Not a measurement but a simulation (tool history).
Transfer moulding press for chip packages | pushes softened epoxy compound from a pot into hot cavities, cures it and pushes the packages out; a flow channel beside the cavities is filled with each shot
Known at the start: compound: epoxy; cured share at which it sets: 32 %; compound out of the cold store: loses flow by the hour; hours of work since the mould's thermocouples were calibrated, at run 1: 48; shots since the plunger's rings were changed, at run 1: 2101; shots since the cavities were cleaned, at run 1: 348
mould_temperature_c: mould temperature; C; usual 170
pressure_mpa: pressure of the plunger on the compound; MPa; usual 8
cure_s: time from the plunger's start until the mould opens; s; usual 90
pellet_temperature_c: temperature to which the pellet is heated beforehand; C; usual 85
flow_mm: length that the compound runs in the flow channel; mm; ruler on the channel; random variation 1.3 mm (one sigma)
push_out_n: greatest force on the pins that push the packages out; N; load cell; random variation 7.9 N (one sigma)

| run | hour | mould_temperature_c | pressure_mpa | cure_s | pellet_temperature_c | hours of work since the mould's thermocouples were calibrated | shots since the plunger's rings were changed | shots since the cavities were cleaned | incoming compound's hours out of the cold store | flow_mm | push_out_n |
|---|---|---|---|---|---|---|---|---|---|---|---|
| 1 | 0 | 170 | 8 | 90 | 85 | 48 | 2101 | 348 | 15 | 696 | 592 |
| 2 | 18.6 | 170 | 8 | 90 | 85 | 63 | 2381 | 628 | 39 | 656 | 671 |
|  | 31.5 | cavities cleaned with cleaning compound and waxed |
|  | 44.6 | plunger's sealing rings changed |
| 3 | 44.9 | 170 | 8 | 90 | 85 | 80 | 6 | 165 | 44.6 | 656 | 822 |
| 4 | 66 | 170 | 8 | 90 | 85 | 97 | 322 | 481 | 33.8 | 673 | 844 |
| 5 | 77.6 | 170 | 8 | 90 | 85 | 106 | 496 | 655 | 38.9 | 666 | 816 |
|  | 87.4 | cavities cleaned with cleaning compound and waxed |
| 6 | 92.9 | 170 | 8 | 90 | 85 | 117 | 704 | 83 | 15.8 | 706 | 407 |
| 7 | 102.2 | 170 | 8 | 90 | 85 | 124 | 843 | 222 | 14.1 | 706 | 458 |
| 8 | 121.9 | 170 | 8 | 90 | 83 | 139 | 1140 | 519 | 30.5 | 674 | 597 |
| 9 | 136.9 | 170 | 8 | 90 | 83 | 151 | 1364 | 743 | 39.5 | 659 | 664 |
|  | 139.6 | cavities cleaned with cleaning compound and waxed, once more |
| 10 | 160.8 | 170 | 8 | 90 | 83 | 168 | 1701 | 318 | 9.4 | 711 | 538 |
| 11 | 172.5 | 170 | 8 | 90 | 83 | 177 | 1876 | 493 | 41.5 | 654 | 616 |
| 12 | 185.4 | 170 | 8 | 90 | 83 | 187 | 2070 | 687 | 9.4 | 710 | 683 |
|  | 195 | cavities cleaned with cleaning compound and waxed |
| 13 | 202.5 | 170 | 8 | 90 | 83 | 200 | 2305 | 112 | 31.3 | 671 | 424 |
| 14 | 212.8 | 170 | 8 | 90 | 85 | 208 | 2460 | 267 | 16.8 | 695 | 507 |
|  | 231.9 | plunger's sealing rings changed |
| 15 | 237.5 | 169 | 8 | 90 | 85 | 225 | 84 | 599 | 42 | 663 | 653 |
|  | 252.3 | cavities cleaned with cleaning compound and waxed |
| 16 | 260.1 | 169 | 8 | 90 | 85 | 241 | 402 | 117 | 20.7 | 700 | 445 |
| 17 | 279.9 | 172 | 8 | 71 | 76 | 257 | 699 | 414 | 18.3 | 697 | 834 |
| 18 | 291.3 | 172 | 8 | 71 | 76 | 266 | 870 | 585 | 23.8 | 680 | 900 |
|  | 306.7 | cavities cleaned with cleaning compound and waxed |
| 19 | 307.7 | 172 | 6.52 | 86 | 76 | 277 | 1095 | 16 | 16 | 629 | 369 |
| 20 | 322.5 | 170 | 8.35 | 90 | 89 | 289 | 1316 | 237 | 38.5 | 675 | 488 |
| 21 | 335 | 170 | 8.35 | 90 | 89 | 299 | 1504 | 425 | 32.6 | 685 | 585 |
| 22 | 352.1 | 170 | 8 | 126 | 85 | 312 | 1761 | 682 | 19.5 | 691 | 538 |
|  | 361.6 | cavities cleaned with cleaning compound and waxed |
| 23 | 366.7 | 172 | 7.51 | 85 | 85 | 322 | 1959 | 77 | 25.1 | 653 | 407 |
| 24 | 376.3 | 166 | 9.82 | 72 | 80 | 330 | 2102 | 220 | 23.4 | 773 | 1014 |
| 25 | 387.8 | 162 | 8 | 98 | 80 | 338 | 2275 | 393 | 20.4 | 713 | 815 |
| 26 | 401.5 | 172 | 8 | 78 | 85 | 349 | 2481 | 599 | 34.9 | 657 | 692 |
|  | 416.1 | cavities cleaned with cleaning compound and waxed |
|  | 420.3 | plunger's sealing rings changed |
| 27 | 424.3 | 166 | 9.97 | 95 | 85 | 364 | 60 | 86 | 17.2 | 800 | 468 |

4 ways to go on from here, each from the tool as it stands after run 27. What would each give?
| A | 446.7 | 162 | 8 | 90 | 93 | 381 | 396 | 422 | 20.9 | ? | ? |
| B | 446.7 | 168 | 9.97 | 95 | 85 | 381 | 396 | 422 | 8.9 | ? | ? |
| C | 446.7 | 166 | 9.97 | 95 | 76 | 381 | 396 | 422 | 23.7 | ? | ? |
| D | 446.7 | 165 | 9.7 | 95 | 78 | 381 | 396 | 422 | 38.5 | ? | ? |

| run | flow_mm | push_out_n |
|---|---|---|
| A | 720 | 974 |
| B | 807 | 591 |
| C | 788 | 670 |
| D | 750 | 693 |
Without the tool's hidden state the same runs would have given:
| run | flow_mm | push_out_n |
|---|---|---|
| A | 723 | 573 |
| B | 810 | 352 |
| C | 791 | 399 |
| D | 752 | 411 |
